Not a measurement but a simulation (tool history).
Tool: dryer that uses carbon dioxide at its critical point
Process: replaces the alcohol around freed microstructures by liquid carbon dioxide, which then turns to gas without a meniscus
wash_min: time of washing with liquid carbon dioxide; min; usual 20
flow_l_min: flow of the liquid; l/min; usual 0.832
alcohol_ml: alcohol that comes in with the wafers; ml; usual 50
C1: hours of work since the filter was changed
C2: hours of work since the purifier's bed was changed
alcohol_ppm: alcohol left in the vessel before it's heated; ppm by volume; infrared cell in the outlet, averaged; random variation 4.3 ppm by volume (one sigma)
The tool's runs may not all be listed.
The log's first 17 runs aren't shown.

run 18 hour=263.6 | wash_min=20 flow_l_min=0.921 alcohol_ml=50 | C1=33 C2=693 | alcohol_ppm=36
run 19 hour=273.9 | wash_min=20 flow_l_min=0.921 alcohol_ml=50 | C1=40 C2=701 | alcohol_ppm=44
run 20 hour=283.1 | wash_min=20 flow_l_min=0.921 alcohol_ml=50 | C1=47 C2=707 | alcohol_ppm=44
run 21 hour=302.2 | wash_min=20 flow_l_min=0.921 alcohol_ml=50 | C1=60 C2=721 | alcohol_ppm=47
run 22 hour=324.3 | wash_min=20 flow_l_min=0.832 alcohol_ml=50 | C1=76 C2=736 | alcohol_ppm=71
run 23 hour=345.6 | wash_min=20 flow_l_min=0.832 alcohol_ml=50 | C1=91 C2=751 | alcohol_ppm=85
run 24 hour=366.9 | wash_min=20 flow_l_min=0.832 alcohol_ml=50 | C1=106 C2=766 | alcohol_ppm=84
run 25 hour=376.1 | wash_min=24 flow_l_min=0.832 alcohol_ml=67 | C1=113 C2=773 | alcohol_ppm=47
run 26 hour=387.7 | wash_min=26 flow_l_min=0.842 alcohol_ml=61 | C1=121 C2=781 | alcohol_ppm=38
run 27 hour=406.1 | wash_min=13 flow_l_min=0.77 alcohol_ml=30 | C1=134 C2=794 | alcohol_ppm=433
run 28 hour=428.6 | wash_min=13 flow_l_min=0.77 alcohol_ml=30 | C1=150 C2=810 | alcohol_ppm=445
run 29 hour=450.4 | wash_min=20 flow_l_min=0.832 alcohol_ml=27 | C1=165 C2=825 | alcohol_ppm=68
run 30 hour=464.8 | wash_min=19 flow_l_min=1.37 alcohol_ml=102 | C1=175 C2=836 | alcohol_ppm=30
run 31 hour=482.5 | wash_min=30 flow_l_min=0.938 alcohol_ml=102 | C1=188 C2=848 | alcohol_ppm=27
run 32 hour=496.5 | wash_min=30 flow_l_min=0.938 alcohol_ml=102 | C1=198 C2=858 | alcohol_ppm=32
run 33 hour=505.6 | wash_min=18 flow_l_min=0.933 alcohol_ml=28 | C1=204 C2=864 | alcohol_ppm=69
run 34 hour=521.9 | wash_min=18 flow_l_min=0.933 alcohol_ml=28 | C1=216 C2=876 | alcohol_ppm=70
run 35 hour=541 | wash_min=18 flow_l_min=0.933 alcohol_ml=28 | C1=229 C2=890 | alcohol_ppm=78
run 36 hour=552.9 | wash_min=16 flow_l_min=0.832 alcohol_ml=113 | C1=238 C2=898 | alcohol_ppm=629
run 37 hour=563.5 | wash_min=24 flow_l_min=0.803 alcohol_ml=44 | C1=245 C2=905 | alcohol_ppm=53

Forecast run 38:
run 38 hour=573.5 | wash_min=22 flow_l_min=0.761 alcohol_ml=44 | C1=252 C2=913 | alcohol_ppm=?

alcohol_ppm: 110 ppm by volume
Without the tool's hidden state the same run would have given alcohol_ppm 45 ppm by volume.
